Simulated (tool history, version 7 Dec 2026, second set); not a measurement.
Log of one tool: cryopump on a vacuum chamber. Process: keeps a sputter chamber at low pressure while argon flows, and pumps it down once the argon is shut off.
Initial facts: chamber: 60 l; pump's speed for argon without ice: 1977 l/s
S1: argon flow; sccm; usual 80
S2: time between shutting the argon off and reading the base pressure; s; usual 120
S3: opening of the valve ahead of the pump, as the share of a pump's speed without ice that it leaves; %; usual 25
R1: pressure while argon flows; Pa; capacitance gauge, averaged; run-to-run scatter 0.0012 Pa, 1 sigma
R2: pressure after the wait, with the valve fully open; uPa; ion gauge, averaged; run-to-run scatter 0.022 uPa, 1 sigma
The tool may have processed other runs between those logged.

run,hour,S1,S2,S3,R1,R2
1,0,80,120,25,0.2752,1.33
2,19.7,80,120,25,0.2761,1.36
3,35.4,40,120,25,0.1366,1.28
4,58.4,63,120,25,0.2182,1.3
5,86.4,63,120,25,0.2172,1.38
6,115.3,63,120,22,0.2463,1.34
7,140.2,63,120,22,0.2473,1.36
8,157.3,80,242,25,0.2749,1.14
9,174.8,80,242,25,0.2759,1.16
10,206.5,80,120,51,0.1364,1.42
11,232.8,80,120,51,0.1362,1.4
12,249.9,80,120,51,0.1367,1.42
13,277.4,40,120,25,0.1379,1.49
14,296.7,80,120,25,0.2767,1.47
15,318.8,80,120,25,0.2755,1.48
16,340,80,120,25,0.2782,1.53
17,367.1,80,120,25,0.2779,1.51
18,384.3,80,120,25,0.2788,1.49
19,398.2,44,131,19,0.2003,1.46
20,429.5,85,130,37,0.2009,1.51
21,460.7,85,130,37,0.2015,1.47
22,491.2,50,120,47,0.0941,1.58
23,522.7,80,120,54,0.1316,1.58
24,553.8,80,102,54,0.1314,1.67
25,571.9,80,102,54,0.1305,1.73
26,594.2,80,102,54,0.1325,1.71
27,620.7,88,120,19,0.4036,1.6
28,635,128,48,29,0.3861,2.34
29,659,80,25,25,0.2795,3.41
30,683.8,37,53,36,0.0914,2.21

Predict the results of run 31:
31,715.3,49,53,36,?,?

Logged for run 31: R1 0.1202 Pa, R2 2.3 uPa.
On a tool with no hidden condition, and with the same random variation, this run would have come out at R1 0.1166 Pa, R2 1.19 uPa.
